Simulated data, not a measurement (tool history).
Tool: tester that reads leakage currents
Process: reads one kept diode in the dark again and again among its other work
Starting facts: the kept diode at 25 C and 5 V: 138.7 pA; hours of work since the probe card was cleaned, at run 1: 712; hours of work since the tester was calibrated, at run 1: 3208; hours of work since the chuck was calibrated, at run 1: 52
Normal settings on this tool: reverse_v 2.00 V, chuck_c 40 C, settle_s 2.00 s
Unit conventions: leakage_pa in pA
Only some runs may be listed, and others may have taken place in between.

run      day  reverse_v  chuck_c  settle_s  hours of work since the probe card was cleaned  hours of work since the tester was calibrated  hours of work since the chuck was calibrated  leakage_pa
  1    0.000       2.00       40      2.00                                             712                                           3208                                            52      229.11
  2    7.125       2.00       40      2.00                                             847                                           3343                                           186      230.39
  3   14.912       2.47       40      2.00                                             994                                           3490                                           333      266.13
  4   20.021       2.47       40      2.00                                            1090                                           3587                                           430      266.40
  5   27.258       2.00       40      2.00                                            1227                                           3723                                           567      235.73
  6   32.438       2.00       40      2.00                                            1325                                           3821                                           664      239.74
      33.008  -- tester calibrated
  7   41.250       2.00       40      2.00                                            1490                                            156                                           829      242.54
      46.517  -- tester calibrated, once more
  8   47.596       2.00       40      2.00                                            1608                                             20                                           948      241.74
  9   53.175       1.74       59      2.44                                            1713                                            126                                          1053      703.83
 10   58.783       1.74       59      0.81                                            1819                                            232                                          1159      716.41
 11   67.717       9.97       24      2.00                                            1988                                            400                                          1328      229.51
 12   77.367       9.97       24      2.00                                            2170                                            583                                          1510      232.74
 13   85.412       2.00       24      2.00                                            2322                                            735                                          1662       87.56
 14   92.383       2.00       24      2.00                                            2454                                            866                                          1793       88.56
 15  100.988      12.63       42      2.49                                            2616                                           1029                                          1956      893.54

Describe how what the log doesn't record of the tool's condition differs between the last listed run preceding each entry between runs and the first listed run following it.
Run 6 -> run 7: tester calibrated (day 33.008)
  stray current of the dirty probe card, pA a volt: 0.891 -> 0.992; current scale over the true one, %: 1.03 -> 1.47; true chuck temperature over the reading, C: 0.67 -> 0.83
  difference, measured minus the result without the unlogged condition, leakage_pa: +14.17 -> +17.89 pA
Run 7 -> run 8: tester calibrated, once more (day 46.517)
  stray current of the dirty probe card, pA a volt: 0.992 -> 1.072; current scale over the true one, %: 1.47 -> 0.13; true chuck temperature over the reading, C: 0.83 -> 0.95
  difference, measured minus the result without the unlogged condition, leakage_pa: +17.89 -> +16.73 pA
